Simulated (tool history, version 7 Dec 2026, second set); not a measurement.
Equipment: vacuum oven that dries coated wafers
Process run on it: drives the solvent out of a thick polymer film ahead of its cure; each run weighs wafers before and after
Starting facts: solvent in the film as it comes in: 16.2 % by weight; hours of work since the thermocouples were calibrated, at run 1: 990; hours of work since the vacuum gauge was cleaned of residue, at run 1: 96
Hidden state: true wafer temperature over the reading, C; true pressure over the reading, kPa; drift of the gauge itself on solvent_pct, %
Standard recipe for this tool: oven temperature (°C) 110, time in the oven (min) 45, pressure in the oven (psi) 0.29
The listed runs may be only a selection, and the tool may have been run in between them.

run	day	oven temperature (°C)	time in the oven (min)	pressure in the oven (psi)	hours of work since the thermocouples were calibrated	hours of work since the vacuum gauge was cleaned of residue	solvent left in the film (%)
1	0	110	45	0.29	990	96	1.05
2	0.392	112	45	0.29	995	102	0.93
3	0.879	112	45	0.29	1002	109	0.86
4	1.129	112	45	0.29	1006	112	0.92
5	1.362	110	51	0.29	1009	116	0.93
6	1.596	110	51	0.29	1013	119	0.93
7	2.05	108	62	0.29	1019	125	0.92
8	2.438	108	62	0.29	1025	131	0.91
9	2.683	102	57	0.364	1028	135	1.59
10	2.983	102	57	0.364	1033	139	1.59
11	3.3	113	25	0.189	1037	143	1.84
12	3.804	113	25	0.189	1044	151	1.81

Selected run-to-run steps in solvent left in the film (%), each split into two signed amounts: the part the tool would show with no hidden state at all (from settings, incoming material and random variation), and the remainder, which goes to the hidden state together with any gauge scatter not common to the measured and the hidden-state-free results:
Run 8 -> 9: oven temperature (°C) 108 -> 102, time in the oven (min) 62 -> 57, pressure in the oven (psi) 0.29 -> 0.364. solvent left in the film (%) +0.68: hidden state -0.07, all else +0.75.
